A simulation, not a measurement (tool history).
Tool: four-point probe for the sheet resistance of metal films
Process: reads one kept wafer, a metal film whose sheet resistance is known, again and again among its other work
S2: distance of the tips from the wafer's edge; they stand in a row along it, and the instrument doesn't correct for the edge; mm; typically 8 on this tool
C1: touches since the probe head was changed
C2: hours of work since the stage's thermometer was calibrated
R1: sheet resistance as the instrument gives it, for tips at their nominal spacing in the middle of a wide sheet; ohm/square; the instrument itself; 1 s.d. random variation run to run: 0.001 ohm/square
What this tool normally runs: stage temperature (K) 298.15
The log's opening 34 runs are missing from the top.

Run 35, hour 559.8: usual settings but stage temperature (K) 296.15, S2 3 mm; C1 36521; C2 41. Result: R1 5.552435 ohm/square.
Run 36, hour 581.7: usual settings but stage temperature (K) 300.15, S2 11 mm; C1 37366; C2 55. Result: R1 5.147869 ohm/square.
Run 37, hour 604.1: usual settings but stage temperature (K) 300.15, S2 11 mm; C1 38231; C2 69. Result: R1 5.148801 ohm/square.
Run 38, hour 622.8: usual settings but stage temperature (K) 296.15; C1 38951; C2 81. Result: R1 5.176337 ohm/square.
Run 39, hour 642.1: usual settings but S2 3 mm; C1 39692; C2 93. Result: R1 5.555010 ohm/square.
Run 40, hour 663.1: usual settings but S2 18 mm; C1 40501; C2 106. Result: R1 5.124745 ohm/square.
Run 41, hour 674.4: usual settings; C1 40937; C2 113. Result: R1 5.181459 ohm/square.
Run 42, hour 688.2: usual settings; C1 41470; C2 122. Result: R1 5.181547 ohm/square.
Run 43, hour 698.5: usual settings; C1 41868; C2 128. Result: R1 5.179073 ohm/square.
Run 44, hour 707.7: usual settings but stage temperature (K) 305.15, S2 71 mm; C1 42222; C2 134. Result: R1 5.121466 ohm/square.

What if the next run were any one of these 4? Each begins from the tool's condition after run 44:
Run A, hour 717.8: usual settings but stage temperature (K) 299.15, S2 5 mm; C1 42611; C2 141. Result: R1 ?.
Run B, hour 717.8: usual settings but stage temperature (K) 301.15, S2 18 mm; C1 42611; C2 141. Result: R1 ?.
Run C, hour 717.8: usual settings but stage temperature (K) 304.15, S2 49 mm; C1 42611; C2 141. Result: R1 ?.
Run D, hour 717.8: usual settings but stage temperature (K) 296.15, S2 5 mm; C1 42611; C2 141. Result: R1 ?.

run        R1
  A  5.286760
  B  5.128406
  C  5.121257
  D  5.282950
Had the tool no hidden state, the same runs would have come out as:
run        R1
  A  5.256675
  B  5.099149
  C  5.092035
  D  5.252887
